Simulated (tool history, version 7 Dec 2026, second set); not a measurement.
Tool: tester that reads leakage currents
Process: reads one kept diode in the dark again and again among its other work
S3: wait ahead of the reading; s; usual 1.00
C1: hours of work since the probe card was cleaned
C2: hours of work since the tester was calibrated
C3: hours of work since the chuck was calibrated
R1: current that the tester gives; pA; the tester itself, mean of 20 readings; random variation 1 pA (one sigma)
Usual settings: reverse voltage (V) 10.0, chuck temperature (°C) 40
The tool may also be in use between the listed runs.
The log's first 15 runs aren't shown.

{"run": 16, "day": 16.55, "reverse voltage (V)": 10.0, "chuck temperature (°C)": 40, "S3": 2.47, "C1": 1350, "C2": 386, "C3": 246, "R1": 331.88}
{"run": 17, "day": 17.854, "reverse voltage (V)": 10.0, "chuck temperature (°C)": 40, "S3": 2.47, "C1": 1366, "C2": 402, "C3": 262, "R1": 332.35}
{"run": 18, "day": 18.942, "reverse voltage (V)": 10.0, "chuck temperature (°C)": 40, "S3": 2.47, "C1": 1380, "C2": 415, "C3": 275, "R1": 332.67}
{"run": 19, "day": 19.525, "reverse voltage (V)": 10.0, "chuck temperature (°C)": 40, "S3": 2.47, "C1": 1387, "C2": 422, "C3": 282, "R1": 332.53}
{"run": 20, "day": 20.292, "reverse voltage (V)": 10.0, "chuck temperature (°C)": 40, "S3": 2.47, "C1": 1396, "C2": 431, "C3": 291, "R1": 330.5}
{"run": 21, "day": 21.083, "reverse voltage (V)": 10.0, "chuck temperature (°C)": 40, "S3": 2.47, "C1": 1406, "C2": 441, "C3": 301, "R1": 331.69}
{"run": 22, "day": 22.188, "reverse voltage (V)": 10.0, "chuck temperature (°C)": 50, "S3": 1.58, "C1": 1419, "C2": 455, "C3": 314, "R1": 689.39}
{"run": 23, "day": 23.471, "reverse voltage (V)": 3.2, "chuck temperature (°C)": 40, "S3": 0.69, "C1": 1435, "C2": 470, "C3": 330, "R1": 231.54}
{"run": 24, "day": 24.65, "reverse voltage (V)": 1.4, "chuck temperature (°C)": 40, "S3": 1.0, "C1": 1449, "C2": 485, "C3": 345, "R1": 178.05}
{"run": 25, "day": 25.317, "reverse voltage (V)": 1.5, "chuck temperature (°C)": 29, "S3": 1.49, "C1": 1457, "C2": 493, "C3": 353, "R1": 76.41}
{"run": 26, "day": 26.396, "reverse voltage (V)": 10.0, "chuck temperature (°C)": 27, "S3": 2.48, "C1": 1471, "C2": 506, "C3": 366, "R1": 122.84}
{"run": 27, "day": 27.188, "reverse voltage (V)": 10.0, "chuck temperature (°C)": 21, "S3": 6.79, "C1": 1480, "C2": 516, "C3": 376, "R1": 75.92}
{"run": 28, "day": 27.842, "reverse voltage (V)": 10.0, "chuck temperature (°C)": 21, "S3": 6.79, "C1": 1488, "C2": 524, "C3": 384, "R1": 75.64}
{"run": 29, "day": 28.75, "reverse voltage (V)": 1.3, "chuck temperature (°C)": 23, "S3": 0.46, "C1": 1499, "C2": 535, "C3": 395, "R1": 45.35}
{"run": 30, "day": 29.621, "reverse voltage (V)": 7.0, "chuck temperature (°C)": 26, "S3": 5.77, "C1": 1510, "C2": 545, "C3": 405, "R1": 99.36}
{"run": 31, "day": 31.017, "reverse voltage (V)": 7.0, "chuck temperature (°C)": 26, "S3": 5.77, "C1": 1527, "C2": 562, "C3": 422, "R1": 99.01}
{"run": 32, "day": 32.292, "reverse voltage (V)": 10.0, "chuck temperature (°C)": 48, "S3": 0.74, "C1": 1543, "C2": 578, "C3": 438, "R1": 597.98}
{"run": 33, "day": 33.362, "reverse voltage (V)": 10.5, "chuck temperature (°C)": 40, "S3": 0.42, "C1": 1556, "C2": 591, "C3": 451, "R1": 343.83}
{"run": 34, "day": 34.029, "reverse voltage (V)": 6.9, "chuck temperature (°C)": 50, "S3": 1.52, "C1": 1564, "C2": 599, "C3": 459, "R1": 609.03}
{"run": 35, "day": 35.267, "reverse voltage (V)": 6.9, "chuck temperature (°C)": 22, "S3": 3.62, "C1": 1579, "C2": 614, "C3": 474, "R1": 71.76}
{"run": 36, "day": 36.071, "reverse voltage (V)": 8.4, "chuck temperature (°C)": 29, "S3": 6.29, "C1": 1589, "C2": 624, "C3": 484, "R1": 133.32}
{"run": 37, "day": 37.058, "reverse voltage (V)": 3.7, "chuck temperature (°C)": 56, "S3": 5.96, "C1": 1601, "C2": 636, "C3": 496, "R1": 760.82}
{"run": 38, "day": 38.142, "reverse voltage (V)": 15.3, "chuck temperature (°C)": 30, "S3": 1.5, "C1": 1614, "C2": 649, "C3": 509, "R1": 180.86}
{"run": 39, "day": 39.454, "reverse voltage (V)": 10.0, "chuck temperature (°C)": 40, "S3": 4.06, "C1": 1630, "C2": 665, "C3": 525, "R1": 328.42}

3 ways to go on from here, each from the tool as it stands after run 39. What would each give?
{"run": "A", "day": 40.158, "reverse voltage (V)": 3.6, "chuck temperature (°C)": 33, "S3": 1.0, "C1": 1639, "C2": 674, "C3": 534, "R1": "?"}
{"run": "B", "day": 40.158, "reverse voltage (V)": 2.4, "chuck temperature (°C)": 36, "S3": 1.48, "C1": 1639, "C2": 674, "C3": 534, "R1": "?"}
{"run": "C", "day": 40.158, "reverse voltage (V)": 2.0, "chuck temperature (°C)": 33, "S3": 1.0, "C1": 1639, "C2": 674, "C3": 534, "R1": "?"}

run=A R1=138.52
run=B R1=154.09
run=C R1=114.49
Without the tool's hidden state the same runs would have given:
run=A R1=139.20
run=B R1=155.95
run=C R1=115.77
